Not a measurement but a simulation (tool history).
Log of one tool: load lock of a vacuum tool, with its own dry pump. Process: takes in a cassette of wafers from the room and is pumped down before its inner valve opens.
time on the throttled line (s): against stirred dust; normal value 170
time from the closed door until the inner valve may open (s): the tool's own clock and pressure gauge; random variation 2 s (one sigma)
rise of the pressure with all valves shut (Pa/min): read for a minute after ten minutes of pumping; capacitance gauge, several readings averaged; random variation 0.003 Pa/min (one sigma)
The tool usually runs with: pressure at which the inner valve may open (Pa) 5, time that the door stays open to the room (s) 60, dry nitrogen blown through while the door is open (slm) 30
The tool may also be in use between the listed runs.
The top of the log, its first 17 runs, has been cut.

run	hour	time on the throttled line (s)	pressure at which the inner valve may open (Pa)	time that the door stays open to the room (s)	dry nitrogen blown through while the door is open (slm)	incoming humidity of the room's air, %	time from the closed door until the inner valve may open (s)	rise of the pressure with all valves shut (Pa/min)
18	1467.6	170	5	60	30	45.3	364.4	0.080
19	1532.7	170	5	60	30	49.2	364.5	0.080
20	1645.1	219	4	60	6	47.6	412.0	0.098
21	1704.0	208	7	60	6	41.8	387.1	0.089
22	1805.7	208	8	93	7	45.8	390.0	0.099
23	1866.2	170	5	60	4	44.5	369.9	0.105
24	1926.9	170	5	50	30	46.2	373.1	0.084
25	2031.6	170	8	50	30	48.7	356.6	0.092
26	2110.5	239	9	82	22	44.8	409.5	0.095
27	2221.9	239	9	82	22	43.5	411.9	0.101
28	2307.2	101	9	82	22	48.2	301.7	0.112
29	2360.2	101	9	82	22	46.0	299.6	0.103
30	2437.7	170	5	183	30	44.5	373.5	0.106
31	2540.6	170	5	183	30	44.0	377.0	0.115
32	2610.7	240	5	61	30	45.1	428.8	0.106
33	2684.0	249	5	85	44	44.5	441.5	0.113
34	2789.3	97	5	28	30	42.7	314.1	0.106
35	2886.5	122	9	56	4	44.4	323.6	0.131
36	2938.8	122	9	26	4	44.6	319.9	0.120
37	3036.3	169	5	60	5	42.6	379.4	0.139

Branching from run 37: 3 alternative next runs. What would each branch give?
A	3116.5	125	5	46	18	44.0	?	?
B	3116.5	170	5	60	17	39.6	?	?
C	3116.5	169	5	60	44	46.7	?	?

run	time from the closed door until the inner valve may open (s)	rise of the pressure with all valves shut (Pa/min)
A	344.4	0.125
B	374.3	0.129
C	376.5	0.122
Without the tool's unlogged condition, the same runs would have read:
run	time from the closed door until the inner valve may open (s)	rise of the pressure with all valves shut (Pa/min)
A	291.7	0.012
B	324.2	0.016
C	326.4	0.006

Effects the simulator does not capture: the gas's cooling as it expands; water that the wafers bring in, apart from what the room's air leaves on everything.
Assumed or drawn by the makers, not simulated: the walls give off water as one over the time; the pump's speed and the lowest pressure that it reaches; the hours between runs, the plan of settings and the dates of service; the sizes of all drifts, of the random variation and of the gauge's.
